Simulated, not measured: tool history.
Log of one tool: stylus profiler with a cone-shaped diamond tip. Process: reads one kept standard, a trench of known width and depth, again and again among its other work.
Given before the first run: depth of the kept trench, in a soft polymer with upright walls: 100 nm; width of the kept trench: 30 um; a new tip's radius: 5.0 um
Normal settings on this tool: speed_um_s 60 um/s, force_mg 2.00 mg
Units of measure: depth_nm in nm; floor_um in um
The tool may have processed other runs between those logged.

run 1 hour=0.0 | speed_um_s=60 force_mg=2.00 | depth_nm=101.08 floor_um=27.73
run 2 hour=8.8 | speed_um_s=60 force_mg=2.00 | depth_nm=101.03 floor_um=27.74
run 3 hour=22.1 | speed_um_s=15 force_mg=2.00 | depth_nm=101.06 floor_um=27.89
run 4 hour=33.4 | speed_um_s=15 force_mg=2.00 | depth_nm=101.04 floor_um=27.94
run 5 hour=43.3 | speed_um_s=60 force_mg=2.00 | depth_nm=101.04 floor_um=27.74
run 6 hour=58.8 | speed_um_s=60 force_mg=2.00 | depth_nm=101.07 floor_um=27.74
run 7 hour=67.8 | speed_um_s=60 force_mg=2.00 | depth_nm=101.03 floor_um=27.71
run 8 hour=79.0 | speed_um_s=60 force_mg=2.00 | depth_nm=101.05 floor_um=27.71
run 9 hour=93.6 | speed_um_s=60 force_mg=2.00 | depth_nm=101.07 floor_um=27.75
run 10 hour=110.2 | speed_um_s=60 force_mg=2.00 | depth_nm=101.08 floor_um=27.72
run 11 hour=124.8 | speed_um_s=60 force_mg=2.00 | depth_nm=101.06 floor_um=27.70
run 12 hour=141.8 | speed_um_s=60 force_mg=2.00 | depth_nm=101.06 floor_um=27.74
run 13 hour=157.0 | speed_um_s=60 force_mg=1.01 | depth_nm=100.68 floor_um=27.57
run 14 hour=166.3 | speed_um_s=51 force_mg=2.00 | depth_nm=101.07 floor_um=27.76
run 15 hour=176.4 | speed_um_s=51 force_mg=2.00 | depth_nm=101.07 floor_um=27.74
run 16 hour=191.6 | speed_um_s=136 force_mg=2.00 | depth_nm=101.05 floor_um=27.40
run 17 hour=209.5 | speed_um_s=136 force_mg=2.00 | depth_nm=101.10 floor_um=27.39
run 18 hour=220.5 | speed_um_s=136 force_mg=2.00 | depth_nm=101.03 floor_um=27.32
run 19 hour=228.1 | speed_um_s=24 force_mg=1.46 | depth_nm=100.88 floor_um=27.88
run 20 hour=240.5 | speed_um_s=24 force_mg=1.46 | depth_nm=100.83 floor_um=27.84
run 21 hour=253.0 | speed_um_s=24 force_mg=1.46 | depth_nm=100.87 floor_um=27.89
run 22 hour=264.5 | speed_um_s=19 force_mg=4.85 | depth_nm=101.90 floor_um=27.96
run 23 hour=280.6 | speed_um_s=224 force_mg=2.25 | depth_nm=101.14 floor_um=27.05
run 24 hour=292.7 | speed_um_s=224 force_mg=2.25 | depth_nm=101.14 floor_um=26.97
run 25 hour=302.8 | speed_um_s=224 force_mg=2.25 | depth_nm=101.15 floor_um=27.02

Alternative continuations, all from the tool just after run 25; predict every row:
run A hour=313.6 | speed_um_s=86 force_mg=2.25 | depth_nm=? floor_um=?
run B hour=313.6 | speed_um_s=34 force_mg=1.28 | depth_nm=? floor_um=?
run C hour=313.6 | speed_um_s=18 force_mg=2.00 | depth_nm=? floor_um=?

run=A depth_nm=101.14 floor_um=27.61
run=B depth_nm=100.75 floor_um=27.78
run=C depth_nm=101.06 floor_um=27.93
Had the tool no hidden state, the same runs would have come out as:
run=A depth_nm=101.14 floor_um=27.62
run=B depth_nm=100.75 floor_um=27.78
run=C depth_nm=101.06 floor_um=27.94
